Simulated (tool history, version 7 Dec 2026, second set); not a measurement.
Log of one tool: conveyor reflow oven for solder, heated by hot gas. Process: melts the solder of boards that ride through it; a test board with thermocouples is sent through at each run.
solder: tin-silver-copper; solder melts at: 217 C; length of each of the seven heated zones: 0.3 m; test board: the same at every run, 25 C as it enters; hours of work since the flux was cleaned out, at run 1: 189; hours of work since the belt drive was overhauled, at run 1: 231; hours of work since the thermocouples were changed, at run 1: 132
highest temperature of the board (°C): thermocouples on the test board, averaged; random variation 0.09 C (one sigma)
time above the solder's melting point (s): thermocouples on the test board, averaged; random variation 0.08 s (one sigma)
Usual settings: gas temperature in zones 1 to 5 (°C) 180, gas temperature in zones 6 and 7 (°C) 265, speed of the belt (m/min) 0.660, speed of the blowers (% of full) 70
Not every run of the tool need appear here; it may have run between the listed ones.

run	hour	gas temperature in zones 1 to 5 (°C)	gas temperature in zones 6 and 7 (°C)	speed of the belt (m/min)	speed of the blowers (% of full)	hours of work since the flux was cleaned out	hours of work since the belt drive was overhauled	hours of work since the thermocouples were changed	highest temperature of the board (°C)	time above the solder's melting point (s)
1	0.0	180	265	0.660	70	189	231	132	245.41	37.41
2	13.6	180	265	0.660	70	198	241	142	245.40	37.34
3	29.6	180	265	0.660	70	209	252	153	245.38	37.38
4	47.8	180	265	0.660	52	222	265	166	238.00	29.82
5	59.0	180	265	0.660	70	230	273	174	245.20	37.17
6	76.9	180	265	0.660	70	243	286	186	245.10	37.25
7	89.9	180	265	0.660	70	252	295	195	245.03	37.02
8	103.0	180	265	0.660	70	261	304	205	244.85	37.13
9	117.7	180	265	0.660	70	272	314	215	244.87	37.04
10	126.6	180	265	0.660	70	278	320	221	244.93	36.93
11	143.3	180	265	0.660	70	290	332	233	244.72	37.07
12	152.6	180	265	0.660	70	296	339	240	244.73	37.05
13	168.5	180	265	0.660	70	307	350	251	244.79	36.72
# hour 174.7: flux residue cleaned out of gas plates and filters
14	183.0	180	265	0.660	70	6	357	257	246.98	38.86
15	200.8	180	265	0.660	70	18	369	270	247.05	38.75
16	210.0	180	265	0.660	70	25	376	276	246.70	38.76
17	229.1	174	265	0.660	52	38	389	290	237.60	28.50
18	243.3	192	270	0.711	57	48	399	300	245.76	37.30
19	252.8	192	270	0.711	57	55	406	307	245.97	37.24
20	269.6	182	258	0.590	73	67	418	318	245.43	44.35
21	283.9	182	272	0.590	73	77	428	328	257.41	51.03
22	303.3	180	270	0.644	70	91	441	342	251.67	42.52
23	312.0	190	253	0.714	64	97	448	348	234.89	29.09
24	325.3	179	260	0.766	60	106	457	358	232.57	20.95
25	339.7	179	260	0.766	60	116	467	368	232.62	20.94
26	355.4	179	260	0.766	60	127	478	379	232.61	20.98
27	372.8	178	256	0.615	59	140	490	391	237.23	32.71
28	389.9	178	256	0.615	59	152	502	403	237.04	32.81
29	406.7	180	271	0.604	70	163	514	415	254.18	47.20
30	419.1	165	271	0.604	81	172	523	424	254.68	43.88

Below, some changes in highest temperature of the board (°C) between adjacent runs. For each, the amount present without the hidden state too (settings, incoming material, random variation) and the amount remaining for the hidden state with gauge scatter not shared by both compared results:
What the log doesn't record here: heat that the gas passes to the board, % of a clean oven's; belt's true speed, % of the reading; true gas temperature in zones 6 and 7 over the reading, C; drift of the gauge itself on peak_c, C; drift of the gauge itself on liquid_s, %.
Run 4 -> 5: speed of the blowers (% of full) 52 -> 70. highest temperature of the board (°C) +7.20: hidden state -0.27, all else +7.47.
Run 13 -> 14: flux residue cleaned out of gas plates and filters. highest temperature of the board (°C) +2.19: hidden state +2.28, all else -0.09.
Run 20 -> 21: gas temperature in zones 6 and 7 (°C) 258 -> 272. highest temperature of the board (°C) +11.98: hidden state -0.08, all else +12.06.
Run 22 -> 23: gas temperature in zones 1 to 5 (°C) 180 -> 190, gas temperature in zones 6 and 7 (°C) 270 -> 253, speed of the belt (m/min) 0.644 -> 0.714, speed of the blowers (% of full) 70 -> 64. highest temperature of the board (°C) -16.78: hidden state +0.03, all else -16.81.
Run 28 -> 29: gas temperature in zones 1 to 5 (°C) 178 -> 180, gas temperature in zones 6 and 7 (°C) 256 -> 271, speed of the belt (m/min) 0.615 -> 0.604, speed of the blowers (% of full) 59 -> 70. highest temperature of the board (°C) +17.14: hidden state -0.19, all else +17.33.
Run 29 -> 30: gas temperature in zones 1 to 5 (°C) 180 -> 165, speed of the blowers (% of full) 70 -> 81. highest temperature of the board (°C) +0.50: hidden state -0.25, all else +0.75.

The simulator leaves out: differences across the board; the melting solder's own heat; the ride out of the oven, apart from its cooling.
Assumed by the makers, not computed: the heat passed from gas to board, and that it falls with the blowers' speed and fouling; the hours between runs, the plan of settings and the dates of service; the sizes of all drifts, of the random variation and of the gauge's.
